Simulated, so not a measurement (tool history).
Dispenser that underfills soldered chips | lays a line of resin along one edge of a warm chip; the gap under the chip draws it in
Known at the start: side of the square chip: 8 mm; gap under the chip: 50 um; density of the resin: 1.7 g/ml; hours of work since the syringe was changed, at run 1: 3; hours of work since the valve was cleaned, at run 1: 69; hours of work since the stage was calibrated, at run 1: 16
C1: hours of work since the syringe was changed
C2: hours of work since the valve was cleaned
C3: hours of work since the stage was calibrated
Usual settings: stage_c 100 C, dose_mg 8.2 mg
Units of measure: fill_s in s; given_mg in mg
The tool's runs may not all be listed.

{"run": 1, "hour": 0.0, "stage_c": 100, "dose_mg": 8.2, "C1": 3, "C2": 69, "C3": 16, "fill_s": 145.3, "given_mg": 7.92}
{"run": 2, "hour": 8.3, "stage_c": 114, "dose_mg": 8.2, "C1": 10, "C2": 76, "C3": 23, "fill_s": 114.8, "given_mg": 7.87}
{"hour": 10.5, "done": "new syringe of resin"}
{"run": 3, "hour": 21.4, "stage_c": 114, "dose_mg": 8.2, "C1": 8, "C2": 85, "C3": 32, "fill_s": 105.2, "given_mg": 7.87}
{"hour": 24.8, "done": "new syringe of resin"}
{"hour": 26.8, "done": "dispensing valve cleaned and set on the balance"}
{"run": 4, "hour": 32.9, "stage_c": 114, "dose_mg": 8.2, "C1": 5, "C2": 5, "C3": 40, "fill_s": 86.3, "given_mg": 8.16}
{"hour": 40.4, "done": "new syringe of resin"}
{"run": 5, "hour": 44.7, "stage_c": 114, "dose_mg": 8.2, "C1": 3, "C2": 13, "C3": 49, "fill_s": 73.1, "given_mg": 8.08}
{"hour": 55.3, "done": "new syringe of resin"}
{"run": 6, "hour": 56.3, "stage_c": 114, "dose_mg": 8.2, "C1": 1, "C2": 22, "C3": 58, "fill_s": 64.2, "given_mg": 8.11}
{"run": 7, "hour": 68.6, "stage_c": 114, "dose_mg": 8.2, "C1": 10, "C2": 31, "C3": 67, "fill_s": 113.6, "given_mg": 8.05}
{"hour": 70.0, "done": "new syringe of resin"}
{"run": 8, "hour": 75.9, "stage_c": 114, "dose_mg": 8.2, "C1": 4, "C2": 37, "C3": 72, "fill_s": 81.4, "given_mg": 8.04}
{"hour": 84.4, "done": "new syringe of resin"}
{"run": 9, "hour": 85.4, "stage_c": 92, "dose_mg": 8.2, "C1": 1, "C2": 44, "C3": 79, "fill_s": 178.9, "given_mg": 8.01}
{"run": 10, "hour": 92.7, "stage_c": 92, "dose_mg": 8.2, "C1": 6, "C2": 49, "C3": 85, "fill_s": 248.4, "given_mg": 7.99}
{"hour": 99.6, "done": "new syringe of resin"}
{"run": 11, "hour": 108.5, "stage_c": 100, "dose_mg": 8.2, "C1": 7, "C2": 61, "C3": 97, "fill_s": 176.4, "given_mg": 7.97}
{"hour": 113.6, "done": "new syringe of resin"}
{"run": 12, "hour": 121.4, "stage_c": 100, "dose_mg": 8.2, "C1": 6, "C2": 71, "C3": 106, "fill_s": 168, "given_mg": 7.9}
{"hour": 128.3, "done": "new syringe of resin"}
{"run": 13, "hour": 134.3, "stage_c": 102, "dose_mg": 8.2, "C1": 5, "C2": 80, "C3": 116, "fill_s": 138.4, "given_mg": 7.88}
{"hour": 143.7, "done": "new syringe of resin"}
{"hour": 146.2, "done": "dispensing valve cleaned and set on the balance"}
{"run": 14, "hour": 149.3, "stage_c": 100, "dose_mg": 8.2, "C1": 3, "C2": 2, "C3": 126, "fill_s": 140.7, "given_mg": 8.17}
{"run": 15, "hour": 156.5, "stage_c": 100, "dose_mg": 8.2, "C1": 9, "C2": 8, "C3": 132, "fill_s": 194.8, "given_mg": 8.12}
{"hour": 158.9, "done": "new syringe of resin"}
{"run": 16, "hour": 168.0, "stage_c": 100, "dose_mg": 8.2, "C1": 7, "C2": 16, "C3": 140, "fill_s": 179, "given_mg": 8.14}
{"hour": 174.0, "done": "new syringe of resin"}
{"run": 17, "hour": 184.0, "stage_c": 100, "dose_mg": 8.2, "C1": 8, "C2": 28, "C3": 152, "fill_s": 180.4, "given_mg": 8.08}
{"hour": 188.2, "done": "new syringe of resin"}
{"run": 18, "hour": 192.1, "stage_c": 97, "dose_mg": 8.97, "C1": 3, "C2": 34, "C3": 158, "fill_s": 157.4, "given_mg": 8.79}
{"run": 19, "hour": 199.8, "stage_c": 112, "dose_mg": 7.68, "C1": 9, "C2": 40, "C3": 164, "fill_s": 118.7, "given_mg": 7.53}
{"hour": 202.8, "done": "new syringe of resin"}
{"run": 20, "hour": 208.8, "stage_c": 109, "dose_mg": 7.05, "C1": 5, "C2": 47, "C3": 171, "fill_s": 105.2, "given_mg": 6.89}
{"hour": 216.8, "done": "new syringe of resin"}
{"run": 21, "hour": 216.8, "stage_c": 98, "dose_mg": 8.2, "C1": 0, "C2": 53, "C3": 177, "fill_s": 123.7, "given_mg": 7.96}
{"run": 22, "hour": 226.1, "stage_c": 99, "dose_mg": 8.31, "C1": 7, "C2": 60, "C3": 184, "fill_s": 185.6, "given_mg": 8.08}
{"hour": 231.0, "done": "new syringe of resin"}
{"run": 23, "hour": 236.3, "stage_c": 99, "dose_mg": 8.31, "C1": 4, "C2": 67, "C3": 191, "fill_s": 155, "given_mg": 7.98}
{"hour": 245.8, "done": "new syringe of resin"}
{"run": 24, "hour": 250.3, "stage_c": 96, "dose_mg": 10.44, "C1": 3, "C2": 78, "C3": 202, "fill_s": 161.6, "given_mg": 10.03}
{"hour": 261.0, "done": "new syringe of resin"}
{"run": 25, "hour": 261.8, "stage_c": 103, "dose_mg": 10.24, "C1": 1, "C2": 86, "C3": 210, "fill_s": 100.1, "given_mg": 9.8}
{"hour": 265.3, "done": "dispensing valve cleaned and set on the balance"}
{"hour": 276.7, "done": "new syringe of resin"}
{"run": 26, "hour": 276.7, "stage_c": 103, "dose_mg": 10.24, "C1": 0, "C2": 8, "C3": 221, "fill_s": 94.3, "given_mg": 10.22}
{"run": 27, "hour": 283.6, "stage_c": 103, "dose_mg": 7.22, "C1": 5, "C2": 14, "C3": 226, "fill_s": 135.5, "given_mg": 7.18}
{"hour": 291.2, "done": "new syringe of resin"}
{"run": 28, "hour": 293.3, "stage_c": 103, "dose_mg": 7.22, "C1": 2, "C2": 21, "C3": 233, "fill_s": 109.3, "given_mg": 7.15}
{"hour": 305.2, "done": "new syringe of resin"}
{"run": 29, "hour": 307.9, "stage_c": 93, "dose_mg": 8.35, "C1": 2, "C2": 32, "C3": 244, "fill_s": 175.6, "given_mg": 8.22}
{"run": 30, "hour": 317.6, "stage_c": 95, "dose_mg": 8.26, "C1": 9, "C2": 39, "C3": 251, "fill_s": 249.3, "given_mg": 8.13}
{"hour": 319.4, "done": "new syringe of resin"}
{"run": 31, "hour": 327.9, "stage_c": 95, "dose_mg": 8.26, "C1": 7, "C2": 47, "C3": 259, "fill_s": 210.4, "given_mg": 8.12}
{"hour": 333.5, "done": "new syringe of resin"}
{"run": 32, "hour": 337.4, "stage_c": 91, "dose_mg": 8.26, "C1": 3, "C2": 54, "C3": 266, "fill_s": 204.2, "given_mg": 8.06}
{"hour": 347.6, "done": "new syringe of resin"}
{"run": 33, "hour": 349.2, "stage_c": 115, "dose_mg": 8.07, "C1": 1, "C2": 63, "C3": 275, "fill_s": 63.4, "given_mg": 7.85}
{"run": 34, "hour": 356.9, "stage_c": 115, "dose_mg": 8.07, "C1": 7, "C2": 68, "C3": 281, "fill_s": 90.4, "given_mg": 7.81}

Below are 4 alternative next runs, each starting from the tool's condition after run 34. Predict each:
{"hour": 361.6, "done": "new syringe of resin"}
{"run": "A", "hour": 366.2, "stage_c": 90, "dose_mg": 10.61, "C1": 3, "C2": 75, "C3": 288, "fill_s": "?", "given_mg": "?"}
{"hour": 361.6, "done": "new syringe of resin"}
{"run": "B", "hour": 366.2, "stage_c": 99, "dose_mg": 7.11, "C1": 3, "C2": 75, "C3": 288, "fill_s": "?", "given_mg": "?"}
{"hour": 361.6, "done": "new syringe of resin"}
{"run": "C", "hour": 366.2, "stage_c": 98, "dose_mg": 7.56, "C1": 3, "C2": 75, "C3": 288, "fill_s": "?", "given_mg": "?"}
{"hour": 361.6, "done": "new syringe of resin"}
{"run": "D", "hour": 366.2, "stage_c": 112, "dose_mg": 8.17, "C1": 3, "C2": 75, "C3": 288, "fill_s": "?", "given_mg": "?"}

run=A fill_s=212.3 given_mg=10.26
run=B fill_s=149.2 given_mg=6.9
run=C fill_s=156.1 given_mg=7.32
run=D fill_s=80.9 given_mg=7.88
Stripped of hidden state, with their random variation kept, the same runs would have yielded:
run=A fill_s=180.6 given_mg=10.61
run=B fill_s=125.5 given_mg=7.14
run=C fill_s=131.6 given_mg=7.57
run=D fill_s=68.1 given_mg=8.16
